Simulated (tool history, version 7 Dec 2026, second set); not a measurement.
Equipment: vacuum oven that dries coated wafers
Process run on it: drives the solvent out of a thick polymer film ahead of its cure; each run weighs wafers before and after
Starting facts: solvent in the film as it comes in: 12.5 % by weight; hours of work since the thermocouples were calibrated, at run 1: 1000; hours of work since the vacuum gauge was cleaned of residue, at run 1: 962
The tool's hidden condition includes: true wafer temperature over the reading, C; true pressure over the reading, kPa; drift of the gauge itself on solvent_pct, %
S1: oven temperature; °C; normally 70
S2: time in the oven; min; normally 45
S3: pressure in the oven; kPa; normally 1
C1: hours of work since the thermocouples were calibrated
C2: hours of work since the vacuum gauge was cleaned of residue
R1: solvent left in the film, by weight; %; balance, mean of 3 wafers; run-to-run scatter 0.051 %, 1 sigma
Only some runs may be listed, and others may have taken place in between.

{"run": 1, "hour": 0.0, "S1": 70, "S2": 45, "S3": 1, "C1": 1000, "C2": 962, "R1": 1.56}
{"run": 2, "hour": 43.4, "S1": 70, "S2": 45, "S3": 1, "C1": 1027, "C2": 989, "R1": 1.58}
{"run": 3, "hour": 62.1, "S1": 70, "S2": 45, "S3": 1, "C1": 1038, "C2": 1000, "R1": 1.59}
{"run": 4, "hour": 101.1, "S1": 70, "S2": 45, "S3": 1, "C1": 1062, "C2": 1024, "R1": 1.53}
{"run": 5, "hour": 125.8, "S1": 70, "S2": 45, "S3": 2.97, "C1": 1077, "C2": 1039, "R1": 3.1}
{"run": 6, "hour": 169.5, "S1": 70, "S2": 45, "S3": 2.97, "C1": 1104, "C2": 1066, "R1": 3.09}
{"run": 7, "hour": 203.6, "S1": 70, "S2": 45, "S3": 2.97, "C1": 1125, "C2": 1087, "R1": 3.07}
{"run": 8, "hour": 244.8, "S1": 65, "S2": 45, "S3": 1, "C1": 1150, "C2": 1112, "R1": 2.45}
{"run": 9, "hour": 266.3, "S1": 65, "S2": 45, "S3": 1, "C1": 1163, "C2": 1125, "R1": 2.47}
{"run": 10, "hour": 293.2, "S1": 65, "S2": 45, "S3": 1, "C1": 1179, "C2": 1142, "R1": 2.29}
{"run": 11, "hour": 335.3, "S1": 65, "S2": 45, "S3": 1, "C1": 1205, "C2": 1168, "R1": 2.4}
{"hour": 356.8, "done": "oven's thermocouples calibrated"}
{"run": 12, "hour": 356.8, "S1": 65, "S2": 45, "S3": 1, "C1": 0, "C2": 1180, "R1": 2.01}
{"run": 13, "hour": 397.3, "S1": 65, "S2": 45, "S3": 1, "C1": 25, "C2": 1204, "R1": 1.96}
{"run": 14, "hour": 434.8, "S1": 65, "S2": 45, "S3": 1, "C1": 48, "C2": 1227, "R1": 2.02}
{"run": 15, "hour": 474.1, "S1": 65, "S2": 45, "S3": 1, "C1": 72, "C2": 1251, "R1": 1.96}
{"run": 16, "hour": 494.5, "S1": 65, "S2": 45, "S3": 1, "C1": 84, "C2": 1264, "R1": 1.95}
{"run": 17, "hour": 520.9, "S1": 70, "S2": 45, "S3": 1, "C1": 100, "C2": 1280, "R1": 1.34}
{"run": 18, "hour": 548.6, "S1": 70, "S2": 45, "S3": 1.32, "C1": 117, "C2": 1297, "R1": 1.6}
{"run": 19, "hour": 594.5, "S1": 58, "S2": 45, "S3": 1.32, "C1": 146, "C2": 1325, "R1": 3.88}
{"run": 20, "hour": 627.7, "S1": 56, "S2": 45, "S3": 1.32, "C1": 166, "C2": 1345, "R1": 4.32}
{"run": 21, "hour": 662.2, "S1": 56, "S2": 45, "S3": 1.32, "C1": 187, "C2": 1367, "R1": 4.32}
{"run": 22, "hour": 705.9, "S1": 70, "S2": 45, "S3": 1, "C1": 214, "C2": 1393, "R1": 1.43}
{"run": 23, "hour": 727.5, "S1": 70, "S2": 45, "S3": 1, "C1": 227, "C2": 1407, "R1": 1.4}
{"run": 24, "hour": 773.0, "S1": 67, "S2": 45, "S3": 1, "C1": 255, "C2": 1434, "R1": 1.89}
{"run": 25, "hour": 814.3, "S1": 70, "S2": 49, "S3": 3.64, "C1": 280, "C2": 1460, "R1": 3.14}
{"run": 26, "hour": 842.4, "S1": 59, "S2": 25, "S3": 1, "C1": 297, "C2": 1477, "R1": 5.14}
{"run": 27, "hour": 881.4, "S1": 61, "S2": 36, "S3": 1, "C1": 321, "C2": 1501, "R1": 3.62}
{"run": 28, "hour": 907.7, "S1": 66, "S2": 36, "S3": 1, "C1": 337, "C2": 1517, "R1": 2.46}
{"run": 29, "hour": 937.1, "S1": 72, "S2": 45, "S3": 1.63, "C1": 355, "C2": 1535, "R1": 1.79}
{"run": 30, "hour": 966.7, "S1": 82, "S2": 26, "S3": 2.61, "C1": 373, "C2": 1553, "R1": 1.67}
{"run": 31, "hour": 987.8, "S1": 63, "S2": 45, "S3": 1, "C1": 386, "C2": 1566, "R1": 2.5}
{"run": 32, "hour": 1033.0, "S1": 63, "S2": 45, "S3": 1, "C1": 414, "C2": 1594, "R1": 2.62}
{"run": 33, "hour": 1074.3, "S1": 63, "S2": 45, "S3": 1, "C1": 439, "C2": 1619, "R1": 2.65}
{"run": 34, "hour": 1109.9, "S1": 70, "S2": 45, "S3": 2.37, "C1": 461, "C2": 1641, "R1": 2.46}
{"run": 35, "hour": 1141.5, "S1": 70, "S2": 45, "S3": 2.37, "C1": 480, "C2": 1660, "R1": 2.55}
{"run": 36, "hour": 1161.1, "S1": 77, "S2": 36, "S3": 1.2, "C1": 492, "C2": 1672, "R1": 1.21}
{"run": 37, "hour": 1187.0, "S1": 77, "S2": 36, "S3": 1.2, "C1": 508, "C2": 1688, "R1": 1.2}
{"run": 38, "hour": 1232.1, "S1": 64, "S2": 46, "S3": 1.2, "C1": 536, "C2": 1716, "R1": 2.66}
{"run": 39, "hour": 1271.3, "S1": 59, "S2": 46, "S3": 1.11, "C1": 560, "C2": 1740, "R1": 3.69}
{"run": 40, "hour": 1293.5, "S1": 59, "S2": 47, "S3": 1.28, "C1": 574, "C2": 1753, "R1": 3.78}
{"run": 41, "hour": 1323.1, "S1": 70, "S2": 45, "S3": 2.1, "C1": 592, "C2": 1771, "R1": 2.38}
{"run": 42, "hour": 1350.5, "S1": 70, "S2": 45, "S3": 0.55, "C1": 608, "C2": 1788, "R1": 1.31}
{"run": 43, "hour": 1373.2, "S1": 59, "S2": 45, "S3": 1, "C1": 622, "C2": 1802, "R1": 3.6}
{"run": 44, "hour": 1397.6, "S1": 77, "S2": 39, "S3": 1.86, "C1": 637, "C2": 1817, "R1": 1.53}
{"run": 45, "hour": 1430.7, "S1": 59, "S2": 31, "S3": 1.31, "C1": 658, "C2": 1837, "R1": 5.04}
{"run": 46, "hour": 1471.1, "S1": 70, "S2": 39, "S3": 1.31, "C1": 682, "C2": 1862, "R1": 2.06}
{"run": 47, "hour": 1494.1, "S1": 84, "S2": 49, "S3": 3.2, "C1": 696, "C2": 1876, "R1": 1.61}

Hidden state or all else? Some run-to-run changes of R1, split into what the settings, what came in and random variation would give without the hidden state, and what is left for the hidden state (with any gauge scatter that isn't in both results):
Run 11 -> 12: oven's thermocouples calibrated. R1 -0.39 %: hidden state -0.44, all else +0.05.
Run 21 -> 22: S1 56 -> 70, S3 1.32 -> 1. R1 -2.89 %: hidden state -0.28, all else -2.61.
Run 43 -> 44: S1 59 -> 77, S2 45 -> 39, S3 1 -> 1.86. R1 -2.07 %: hidden state -0.52, all else -1.55.
Run 44 -> 45: S1 77 -> 59, S2 39 -> 31, S3 1.86 -> 1.31. R1 +3.51 %: hidden state +0.52, all else +2.99.
Run 45 -> 46: S1 59 -> 70, S2 31 -> 39. R1 -2.98 %: hidden state -0.3, all else -2.68.
